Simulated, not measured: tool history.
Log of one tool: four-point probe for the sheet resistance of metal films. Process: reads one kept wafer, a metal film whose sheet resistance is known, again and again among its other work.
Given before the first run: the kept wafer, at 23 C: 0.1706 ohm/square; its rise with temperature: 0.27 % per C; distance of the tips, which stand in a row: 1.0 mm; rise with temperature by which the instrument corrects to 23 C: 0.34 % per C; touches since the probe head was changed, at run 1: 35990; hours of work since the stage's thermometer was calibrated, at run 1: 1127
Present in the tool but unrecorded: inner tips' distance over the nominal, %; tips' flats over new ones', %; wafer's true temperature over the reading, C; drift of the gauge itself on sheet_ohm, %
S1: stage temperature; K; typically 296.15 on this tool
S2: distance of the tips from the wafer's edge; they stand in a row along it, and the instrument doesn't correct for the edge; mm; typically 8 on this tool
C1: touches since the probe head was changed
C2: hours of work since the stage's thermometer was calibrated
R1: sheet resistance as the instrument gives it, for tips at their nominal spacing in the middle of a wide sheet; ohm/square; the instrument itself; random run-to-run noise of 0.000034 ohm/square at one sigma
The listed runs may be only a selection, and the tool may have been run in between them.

run	hour	S1	S2	C1	C2	R1
1	0	296.15	8	35990	1127	0.172007
2	22.1	296.15	8	36920	1139	0.172024
3	33.9	296.15	8	37417	1145	0.172064
4	45.8	296.15	37	37917	1151	0.170678
5	68.8	296.15	37	38879	1164	0.170681
6	91.2	296.15	37	39823	1175	0.170624
7	114.5	296.15	37	40801	1188	0.170662
8	139.4	296.15	37	41846	1201	0.170691
9	163.8	296.15	8	42875	1214	0.171974
10	176.3	296.15	8	43399	1220	0.171983
11	193	296.15	8	44101	1229	0.172031
12	217.6	296.15	8	45136	1242	0.172039
13	239.7	296.15	8	46064	1254	0.172042
14	255.3	296.15	8	46717	1262	0.172024
15	267.3	296.15	8	47222	1268	0.172029
16	288.8	296.15	8	48128	1280	0.172035
17	310	296.15	8	49019	1291	0.17198
18	325	304.15	8	49649	1299	0.171153
19	336.2	308.15	8	50118	1305	0.170597
20	350.5	308.15	8	50721	1312	0.170696
21	377.5	308.15	29	51852	1326	0.169338
22	398	308.15	29	52716	1337	0.169377
23	421.6	308.15	29	53709	1350	0.169287
24	441.1	296.15	6	54527	1360	0.1731
25	463.2	296.15	6	55457	1372	0.17315
26	480.4	296.15	6	56179	1381	0.173153
27	496.7	299.15	8	56865	1389	0.171671
28	518.8	296.15	5	57791	1401	0.174194
29	532.7	306.15	5	58375	1408	0.173007
30	552	293.15	34	59188	1418	0.17105
31	564.1	307.15	41	59696	1425	0.169333

Predict the results of run 32:
32	577.5	301.15	3	60259	1432	?

R1: 0.179577 ohm/square
On a tool with no hidden condition, and with the same random variation, this run would have come out at R1 0.179578 ohm/square.
